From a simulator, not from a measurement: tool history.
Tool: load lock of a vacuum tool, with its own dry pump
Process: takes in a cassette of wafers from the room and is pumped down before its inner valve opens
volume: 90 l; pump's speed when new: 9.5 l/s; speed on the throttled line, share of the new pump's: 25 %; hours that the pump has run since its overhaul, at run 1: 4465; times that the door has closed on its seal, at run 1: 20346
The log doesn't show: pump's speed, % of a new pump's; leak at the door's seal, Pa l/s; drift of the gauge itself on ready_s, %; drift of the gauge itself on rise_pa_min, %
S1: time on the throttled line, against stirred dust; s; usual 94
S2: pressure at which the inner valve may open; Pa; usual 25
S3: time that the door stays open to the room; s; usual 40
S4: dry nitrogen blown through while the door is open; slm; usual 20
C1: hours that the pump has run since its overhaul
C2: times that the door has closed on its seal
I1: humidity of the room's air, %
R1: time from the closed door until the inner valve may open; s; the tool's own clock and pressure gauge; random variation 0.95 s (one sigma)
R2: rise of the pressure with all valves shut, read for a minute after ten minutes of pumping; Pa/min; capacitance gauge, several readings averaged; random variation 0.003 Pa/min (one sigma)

run    hour   S1  S2  S3  S4    C1     C2    I1     R1     R2
  1       0   94  25  40  20  4465  20346  41.1  152.4  0.124
  2     143   94  25  40  20  4608  20562    46  151.1  0.137
  3   414.3   94  25  40  42  4879  20971  46.3    154  0.134
  4   574.7   90  25  40  20  5040  21214  46.2    149  0.138
  5   781.7   90  25  40  20  5247  21526  42.2  149.3  0.136
  6   930.2  126  25  40  20  5395  21750  44.5  175.3  0.141
  7  1237.5  126  25  40  20  5703  22214  47.5  176.7  0.147
  8  1536.1   94  25  96  19  6001  22665  42.5  151.9  0.162
  9  1747.1   94  25  56  20  6212  22984  43.9  153.6  0.161
 10  1967.9   94  25  56  20  6433  23317  45.1  151.4  0.167

3 ways to go on from here, each from the tool as it stands after run 10. What would each give?
  A  2183.7  99  23  208  20  6649  23643  45.4   ?   ?
  B  2183.7  94  25   40   9  6649  23643  45.7   ?   ?
  C  2183.7  94  40   40   6  6649  23643    45   ?   ?

run     R1     R2
  A  157.2  0.199
  B  151.6  0.175
  C  147.7  0.173
Without the tool's hidden state the same runs would have given:
run     R1     R2
  A  154.2  0.053
  B  148.4  0.031
  C  144.8  0.028

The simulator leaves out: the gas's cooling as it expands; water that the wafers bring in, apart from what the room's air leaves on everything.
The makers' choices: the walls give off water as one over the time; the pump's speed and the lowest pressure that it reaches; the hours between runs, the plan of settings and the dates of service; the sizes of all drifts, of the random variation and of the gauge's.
